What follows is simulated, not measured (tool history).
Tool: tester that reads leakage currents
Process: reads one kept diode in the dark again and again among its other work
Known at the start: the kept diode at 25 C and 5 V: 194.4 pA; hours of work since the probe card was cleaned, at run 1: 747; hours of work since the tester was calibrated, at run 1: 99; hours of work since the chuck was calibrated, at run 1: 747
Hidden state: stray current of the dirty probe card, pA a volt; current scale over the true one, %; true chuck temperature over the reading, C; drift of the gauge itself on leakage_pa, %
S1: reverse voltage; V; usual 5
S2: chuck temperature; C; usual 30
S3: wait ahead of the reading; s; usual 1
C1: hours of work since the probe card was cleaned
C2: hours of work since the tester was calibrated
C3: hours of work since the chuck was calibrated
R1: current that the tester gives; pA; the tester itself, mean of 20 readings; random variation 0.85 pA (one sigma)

run,hour,S1,S2,S3,C1,C2,C3,R1
1,0,5,30,1,747,99,747,276.1
2,75.7,5,30,1,788,140,788,276.11
3,156.9,14.65,30,1,832,184,832,531.98
4,224.9,5,30,1,869,221,869,275.21
5,294.3,5,30,1,907,259,907,272.83
6,370.1,5,30,1,948,300,948,274.02
7,485.2,5,30,1,1011,363,1011,272.8
8,563.5,5,27,1,1053,405,1053,220.29
9,682.9,5,27,1,1118,470,1118,221.32
10,750.3,5,27,1,1155,507,1155,221.16
11,865,5,22,1,1217,569,1217,153.2
12,963.4,5,30,1,1271,623,1271,272.05
13,1037.6,5.75,42,1,1311,663,1311,673.23
14,1094.7,1.19,50,3.33,1342,694,1342,442.78
15,1147.5,1.19,50,3.33,1371,723,1371,441.58
16,1267.4,1.19,50,3.33,1436,788,1436,443.02
17,1348.9,5,60,1,1480,832,1480,1928.97
18,1419,15.81,30,0.34,1519,870,1519,561.53
19,1471.7,15.81,30,0.34,1547,899,1547,559.13
# hour 1553.6: chuck's temperature calibrated
# hour 1563: probe card cleaned and baked
20,1570.4,1.91,30,1.01,4,950,8,160.92
21,1700.6,5,37,0.59,75,1021,78,467.95
22,1792.9,3.81,48,0.77,125,1071,129,825.93
23,1903.3,5,37,1,185,1131,189,466.56
24,2005.6,11.48,33,1.03,241,1187,244,579.87

Forecast each of these 5 alternatives for the next run:
A,2100.1,15.28,26,0.35,292,1238,296,?
B,2100.1,11.48,33,0.58,292,1238,296,?
C,2100.1,10.43,33,1.03,292,1238,296,?
D,2100.1,16.33,54,1,292,1238,296,?
E,2100.1,5,24,1,292,1238,296,?

run,R1
A,421.41
B,578.81
C,545.63
D,2879.79
E,181.04
Without the tool's hidden state the same runs would have given:
run,R1
A,418.54
B,579.01
C,546
D,2897.09
E,180.55
